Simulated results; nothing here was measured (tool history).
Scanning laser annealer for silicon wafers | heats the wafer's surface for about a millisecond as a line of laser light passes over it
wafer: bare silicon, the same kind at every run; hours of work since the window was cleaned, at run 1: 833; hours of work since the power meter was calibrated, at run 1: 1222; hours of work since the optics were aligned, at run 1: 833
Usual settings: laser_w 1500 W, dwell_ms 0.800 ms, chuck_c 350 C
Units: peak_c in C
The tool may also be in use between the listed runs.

run    hour  laser_w  dwell_ms  chuck_c  hours of work since the window was cleaned  hours of work since the power meter was calibrated  hours of work since the optics were aligned  peak_c
  1     0.0     1500     0.800      350                                         833                                                1222                                          833    1061
       12.3  -- optics aligned, line set to its width
  2    42.9     1500     0.800      350                                         856                                                1245                                           19    1080
       52.1  -- window over the wafer cleaned
  3   104.1     1519     0.800      350                                          32                                                1282                                           56    1074
  4   187.4     1500     0.800      349                                          84                                                1334                                          107    1060
  5   270.5     1500     0.800      350                                         136                                                1385                                          159    1054
  6   318.4     1500     0.800      350                                         165                                                1415                                          189    1055
  7   396.4     1500     0.800      350                                         214                                                1463                                          237    1051
  8   467.5     1500     0.800      350                                         258                                                1508                                          281    1043
  9   504.1     1500     0.800      320                                         281                                                1530                                          304    1013
 10   542.4     1500     0.800      379                                         304                                                1554                                          328    1070
      556.6  -- window over the wafer cleaned, once more
 11   608.7     1500     0.800      379                                          32                                                1594                                          368    1150
 12   663.3     1556     0.800      350                                          66                                                1628                                          402    1152
 13   721.5     1645     0.809      374                                         102                                                1664                                          438    1232
 14   800.1     1648     0.581      358                                         151                                                1713                                          487    1090
 15   842.8     1614     0.795      323                                         178                                                1739                                          513    1149
 16   888.9     1472     0.568      332                                         206                                                1768                                          542     959
 17   950.4     1317     0.649      362                                         245                                                1806                                          580     943
 18  1029.1     1317     0.649      362                                         293                                                1855                                          629     940
 19  1116.3     1317     0.587      362                                         348                                                1909                                          683     911
 20  1193.7     1416     0.765      318                                         396                                                1957                                          731     998
 21  1248.0     1416     0.992      338                                         429                                                1991                                          765    1098
 22  1328.6     1416     0.992      338                                         479                                                2041                                          815    1098

4 ways to go on from here, each from the tool as it stands after run 22. What would each give?
     1374.8  -- optics aligned, line set to its width
  A  1404.6     1385     0.955      350                                         523                                                2085                                           18       ?
     1374.8  -- optics aligned, line set to its width
  B  1404.6     1410     0.806      350                                         523                                                2085                                           18       ?
     1374.8  -- optics aligned, line set to its width
  C  1404.6     1416     0.709      338                                         523                                                2085                                           18       ?
     1374.8  -- optics aligned, line set to its width
  D  1404.6     1644     0.964      372                                         523                                                2085                                           18       ?

run  peak_c
  A    1096
  B    1052
  C    1002
  D    1295
Without the tool's hidden state the same runs would have given:
run  peak_c
  A    1133
  B    1087
  C    1035
  D    1340

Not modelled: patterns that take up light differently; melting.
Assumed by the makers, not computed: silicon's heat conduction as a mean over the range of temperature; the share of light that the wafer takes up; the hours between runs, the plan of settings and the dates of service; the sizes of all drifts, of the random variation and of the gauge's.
